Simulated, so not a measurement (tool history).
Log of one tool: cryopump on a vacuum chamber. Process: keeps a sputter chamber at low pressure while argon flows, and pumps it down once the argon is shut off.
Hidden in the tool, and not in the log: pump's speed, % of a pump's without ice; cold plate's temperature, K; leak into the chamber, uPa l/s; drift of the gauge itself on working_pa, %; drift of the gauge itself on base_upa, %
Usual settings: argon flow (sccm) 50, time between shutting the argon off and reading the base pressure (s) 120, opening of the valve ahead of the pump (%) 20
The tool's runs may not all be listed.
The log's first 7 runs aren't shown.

run	hour	argon flow (sccm)	time between shutting the argon off and reading the base pressure (s)	opening of the valve ahead of the pump (%)	hours of work since the pump was warmed up and emptied	hours of work since the cold head was overhauled	hours of work since the chamber's fittings were tightened	pressure while argon flows (Pa)	pressure after the wait (uPa)
8	582.9	68	120	20	376	2173	734	0.2809	1.55
9	635.1	42	120	20	401	2198	759	0.1760	1.63
10	719.5	50	120	20	441	2238	799	0.2085	1.73
11	801.1	50	120	20	480	2276	837	0.2081	1.76
12	897.9	50	120	20	526	2322	883	0.2096	1.89
13	946.3	50	120	20	549	2345	906	0.2105	1.94
14	1048.5	50	120	20	598	2394	955	0.2099	2.09
15	1103.0	50	120	20	623	2420	981	0.2121	2.07
# hour 1181.5: leaking fittings of the chamber tightened, without venting
16	1184.3	50	120	20	661	2457	1	0.2125	0.41
17	1238.0	38	120	20	687	2483	27	0.1617	0.49
18	1349.4	57	29	41	739	2536	80	0.1263	1.32
19	1399.7	57	29	41	763	2560	104	0.1261	1.34
20	1474.9	57	29	41	799	2595	139	0.1271	1.46
21	1578.4	28	70	28	848	2645	189	0.0881	0.92
# hour 1632.1: pump warmed up, emptied and cooled again
22	1682.4	76	20	40	24	2692	236	0.1557	1.97
23	1787.4	44	167	40	74	2742	285	0.0902	0.78
24	1900.0	22	71	40	127	2795	339	0.0460	1.04
25	1978.8	31	31	18	165	2832	376	0.1405	1.70

The next listed run, before its measurement:
26	2039.2	45	144	49	193	2861	405	?	?

pressure while argon flows (Pa): 0.0770
pressure after the wait (uPa): 0.97
Without the tool's hidden state the same run would have given pressure while argon flows (Pa) 0.0734, pressure after the wait (uPa) 0.36.
